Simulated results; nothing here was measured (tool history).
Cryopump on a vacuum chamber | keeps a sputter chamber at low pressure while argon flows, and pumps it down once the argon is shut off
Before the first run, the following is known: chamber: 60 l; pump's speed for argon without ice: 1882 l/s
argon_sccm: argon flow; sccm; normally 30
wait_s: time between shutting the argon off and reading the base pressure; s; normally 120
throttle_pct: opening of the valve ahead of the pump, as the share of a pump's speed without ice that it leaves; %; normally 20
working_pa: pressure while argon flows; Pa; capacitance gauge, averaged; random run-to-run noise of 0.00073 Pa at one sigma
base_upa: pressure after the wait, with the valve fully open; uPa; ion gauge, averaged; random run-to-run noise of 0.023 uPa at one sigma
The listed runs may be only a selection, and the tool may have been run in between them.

| run | hour | argon_sccm | wait_s | throttle_pct | working_pa | base_upa |
|---|---|---|---|---|---|---|
| 1 | 0 | 30 | 120 | 20 | 0.1436 | 1.79 |
| 2 | 22.7 | 47 | 120 | 20 | 0.2262 | 1.78 |
| 3 | 39.6 | 30 | 120 | 30 | 0.0996 | 1.84 |
| 4 | 63.9 | 30 | 120 | 30 | 0.1002 | 1.8 |
| 5 | 80.8 | 30 | 120 | 30 | 0.0986 | 1.79 |
| 6 | 107 | 30 | 120 | 30 | 0.1001 | 1.88 |
|  | 138.7 | pump warmed up, emptied and cooled again |
| 7 | 141.2 | 30 | 120 | 30 | 0.0899 | 1.57 |
| 8 | 170.2 | 30 | 120 | 34 | 0.0799 | 1.58 |
| 9 | 190.4 | 30 | 120 | 20 | 0.1349 | 1.6 |
| 10 | 215.4 | 15 | 120 | 20 | 0.0683 | 1.51 |
| 11 | 233 | 15 | 120 | 20 | 0.0679 | 1.56 |
| 12 | 247.5 | 15 | 120 | 20 | 0.0676 | 1.59 |
| 13 | 277.8 | 15 | 120 | 20 | 0.0681 | 1.67 |
| 14 | 307.3 | 33 | 120 | 30 | 0.1002 | 1.73 |
| 15 | 335.4 | 33 | 120 | 30 | 0.1005 | 1.68 |
| 16 | 363.3 | 33 | 120 | 30 | 0.1006 | 1.71 |
| 17 | 385.3 | 56 | 104 | 30 | 0.1711 | 1.8 |
| 18 | 405.7 | 14 | 74 | 36 | 0.0358 | 2.09 |
| 19 | 423.4 | 30 | 120 | 46 | 0.0598 | 1.76 |
| 20 | 453.6 | 57 | 120 | 20 | 0.2578 | 1.82 |
| 21 | 472 | 59 | 39 | 32 | 0.171 | 2.91 |
| 22 | 502.4 | 45 | 80 | 32 | 0.1297 | 2.15 |
| 23 | 527 | 45 | 80 | 32 | 0.1303 | 2.14 |
| 24 | 542.3 | 17 | 83 | 31 | 0.0511 | 2.11 |
| 25 | 568.7 | 17 | 83 | 31 | 0.0508 | 2.18 |

Measured result minus the same run's result without the hidden state. Both carry the same run-to-run variation, though not necessarily the same gauge scatter:
Hidden state present: pump's speed, % of a pump's without ice; cold plate's temperature, K; leak into the chamber, uPa l/s; drift of the gauge itself on working_pa, %; drift of the gauge itself on base_upa, %.
| run | working_pa | base_upa |
|---|---|---|
| 1 | +0.0087 | +1.07 |
| 2 | +0.0142 | +1.07 |
| 3 | +0.0093 | +1.08 |
| 4 | +0.0096 | +1.09 |
| 5 | +0.0097 | +1.1 |
| 6 | +0.01 | +1.17 |
| 7 | +0.0002 | +0.83 |
| 8 | +0.0004 | +0.85 |
| 9 | +0.0006 | +0.88 |
| 10 | +0.0004 | +0.85 |
| 11 | +0.0005 | +0.87 |
| 12 | +0.0005 | +0.89 |
| 13 | +0.0006 | +0.95 |
| 14 | +0.0016 | +0.96 |
| 15 | +0.0018 | +0.96 |
| 16 | +0.002 | +1.01 |
| 17 | +0.0038 | +1.04 |
| 18 | +0.001 | +1.03 |
| 19 | +0.0023 | +1.05 |
| 20 | +0.0048 | +1.09 |
| 21 | +0.0054 | +1.08 |
| 22 | +0.0044 | +1.13 |
| 23 | +0.0047 | +1.15 |
| 24 | +0.0018 | +1.17 |
| 25 | +0.002 | +1.21 |
